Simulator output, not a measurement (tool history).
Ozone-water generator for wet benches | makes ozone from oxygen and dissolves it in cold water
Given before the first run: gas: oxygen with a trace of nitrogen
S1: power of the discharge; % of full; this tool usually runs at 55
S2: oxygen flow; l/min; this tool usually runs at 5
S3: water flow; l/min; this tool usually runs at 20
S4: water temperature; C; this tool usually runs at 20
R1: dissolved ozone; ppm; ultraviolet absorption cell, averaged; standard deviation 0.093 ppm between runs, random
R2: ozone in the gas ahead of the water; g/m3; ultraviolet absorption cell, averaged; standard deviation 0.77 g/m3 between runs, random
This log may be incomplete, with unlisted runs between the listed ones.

| run | hour | S1 | S2 | S3 | S4 | R1 | R2 |
|---|---|---|---|---|---|---|---|
| 1 | 0 | 55 | 5 | 20 | 20 | 13.37 | 138.6 |
| 2 | 27.2 | 55 | 5 | 20 | 20 | 13.31 | 136.2 |
| 3 | 49.7 | 55 | 5 | 20 | 16 | 14.07 | 136.3 |
| 4 | 73.1 | 55 | 5 | 21 | 20 | 12.81 | 137.6 |
| 5 | 110.5 | 43 | 5 | 20 | 20 | 11.45 | 117.7 |
| 6 | 133.6 | 55 | 7.16 | 20 | 20 | 14.12 | 123 |
| 7 | 155.1 | 49 | 5 | 20 | 20 | 12.51 | 129 |
|  | 182.5 | water thermometer calibrated |
| 8 | 189.9 | 49 | 5 | 20 | 20 | 12.41 | 127.6 |
| 9 | 216.5 | 49 | 5 | 23 | 20 | 11.19 | 129.7 |
| 10 | 249 | 49 | 5 | 23 | 20 | 11.22 | 127.8 |
| 11 | 294 | 49 | 5 | 23 | 22 | 10.82 | 127.5 |
| 12 | 334.3 | 55 | 5 | 20 | 15 | 14.23 | 137.5 |
| 13 | 372.3 | 55 | 5 | 20 | 15 | 14.16 | 136.7 |
| 14 | 392.8 | 55 | 5 | 20 | 15 | 14.22 | 136.7 |
| 15 | 416.3 | 55 | 5 | 25 | 20 | 11.06 | 137.3 |
| 16 | 453.8 | 100 | 5 | 25 | 20 | 16.02 | 196.2 |
| 17 | 479.1 | 100 | 5 | 25 | 20 | 15.97 | 196 |
| 18 | 525.2 | 100 | 5 | 25 | 20 | 15.81 | 197.1 |
| 19 | 551.7 | 100 | 5 | 25 | 20 | 15.86 | 195.6 |
| 20 | 585.2 | 100 | 5 | 25 | 20 | 15.86 | 195.3 |
| 21 | 609.6 | 100 | 5 | 25 | 20 | 15.74 | 197.6 |
| 22 | 633 | 47 | 4.59 | 19 | 17 | 12.96 | 129.5 |
| 23 | 662.5 | 47 | 4.73 | 16 | 26 | 12.77 | 127.5 |
| 24 | 705.5 | 47 | 4.73 | 16 | 26 | 12.86 | 126.2 |
| 25 | 735.2 | 55 | 5.61 | 26 | 20 | 11.03 | 133 |
| 26 | 778.4 | 55 | 5.61 | 26 | 20 | 10.97 | 132.2 |
| 27 | 801.5 | 55 | 5.61 | 26 | 20 | 10.97 | 131.6 |
| 28 | 835.4 | 55 | 5.61 | 26 | 20 | 11.06 | 131.5 |
| 29 | 870.9 | 55 | 5.72 | 20 | 20 | 13.59 | 131.7 |
| 30 | 913.5 | 55 | 5.72 | 20 | 20 | 13.6 | 130 |

Forecast run 31:
| 31 | 950.5 | 63 | 5 | 22 | 21 | ? | ? |

R1: 13.16 ppm
R2: 150.4 g/m3
Had the tool carried no hidden state, the very same run would have given R1 14.01 ppm, R2 153.7 g/m3.

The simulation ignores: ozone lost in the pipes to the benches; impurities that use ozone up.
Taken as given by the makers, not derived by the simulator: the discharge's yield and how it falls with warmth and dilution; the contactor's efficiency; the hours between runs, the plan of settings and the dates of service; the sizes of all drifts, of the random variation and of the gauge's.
